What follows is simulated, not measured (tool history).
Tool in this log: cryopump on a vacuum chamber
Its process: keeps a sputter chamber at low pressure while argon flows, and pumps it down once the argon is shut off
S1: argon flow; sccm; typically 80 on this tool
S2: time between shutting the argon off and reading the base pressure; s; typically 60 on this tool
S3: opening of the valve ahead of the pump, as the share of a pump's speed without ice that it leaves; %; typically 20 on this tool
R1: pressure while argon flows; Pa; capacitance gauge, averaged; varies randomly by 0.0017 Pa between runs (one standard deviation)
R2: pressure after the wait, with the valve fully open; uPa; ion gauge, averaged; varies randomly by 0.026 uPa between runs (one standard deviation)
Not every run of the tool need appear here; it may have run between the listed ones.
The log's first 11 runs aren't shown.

run 12 day=13.196 | S1=80 S2=21 S3=20 | R1=0.4352 R2=4.73
-- day=14.288 pump warmed up, emptied and cooled again
run 13 day=14.5 | S1=80 S2=60 S3=20 | R1=0.4177 R2=2.7
run 14 day=15.846 | S1=80 S2=60 S3=20 | R1=0.4212 R2=2.82
run 15 day=17.062 | S1=80 S2=60 S3=20 | R1=0.4195 R2=2.82
run 16 day=18.129 | S1=77 S2=60 S3=20 | R1=0.4063 R2=2.86
run 17 day=19.692 | S1=77 S2=60 S3=20 | R1=0.4055 R2=2.95
run 18 day=20.971 | S1=101 S2=27 S3=20 | R1=0.5278 R2=3.94
run 19 day=22.2 | S1=39 S2=36 S3=28 | R1=0.1472 R2=3.58
run 20 day=23.758 | S1=141 S2=175 S3=39 | R1=0.3884 R2=2.5
run 21 day=24.938 | S1=141 S2=175 S3=39 | R1=0.3868 R2=2.47
run 22 day=26.329 | S1=141 S2=175 S3=39 | R1=0.3881 R2=2.55
run 23 day=27.342 | S1=80 S2=112 S3=16 | R1=0.5237 R2=2.7
run 24 day=28.15 | S1=80 S2=112 S3=16 | R1=0.5278 R2=2.81
run 25 day=28.988 | S1=80 S2=22 S3=27 | R1=0.3175 R2=4.82
run 26 day=30.4 | S1=72 S2=39 S3=27 | R1=0.284 R2=3.79
run 27 day=31.196 | S1=142 S2=203 S3=25 | R1=0.6027 R2=2.69
run 28 day=32.621 | S1=142 S2=203 S3=25 | R1=0.6075 R2=2.69
run 29 day=33.483 | S1=86 S2=143 S3=27 | R1=0.3413 R2=3
run 30 day=34.929 | S1=86 S2=143 S3=27 | R1=0.3425 R2=3.02
-- day=35.383 leaking fittings of the chamber tightened, without venting
run 31 day=36.212 | S1=86 S2=143 S3=27 | R1=0.3405 R2=0.69
run 32 day=37.333 | S1=86 S2=143 S3=27 | R1=0.3427 R2=0.66
run 33 day=38.375 | S1=86 S2=143 S3=27 | R1=0.3456 R2=0.65

Below are 3 alternative next runs, each starting from the tool's condition after run 33. Predict each:
run A day=39.096 | S1=99 S2=143 S3=28 | R1=? R2=?
run B day=39.096 | S1=122 S2=60 S3=20 | R1=? R2=?
run C day=39.096 | S1=131 S2=143 S3=39 | R1=? R2=?

run=A R1=0.384 R2=0.74
run=B R1=0.656 R2=1.26
run=C R1=0.3699 R2=0.72
With no hidden state in the tool, these same runs would have given:
run=A R1=0.3705 R2=0.57
run=B R1=0.6394 R2=1.09
run=C R1=0.352 R2=0.55
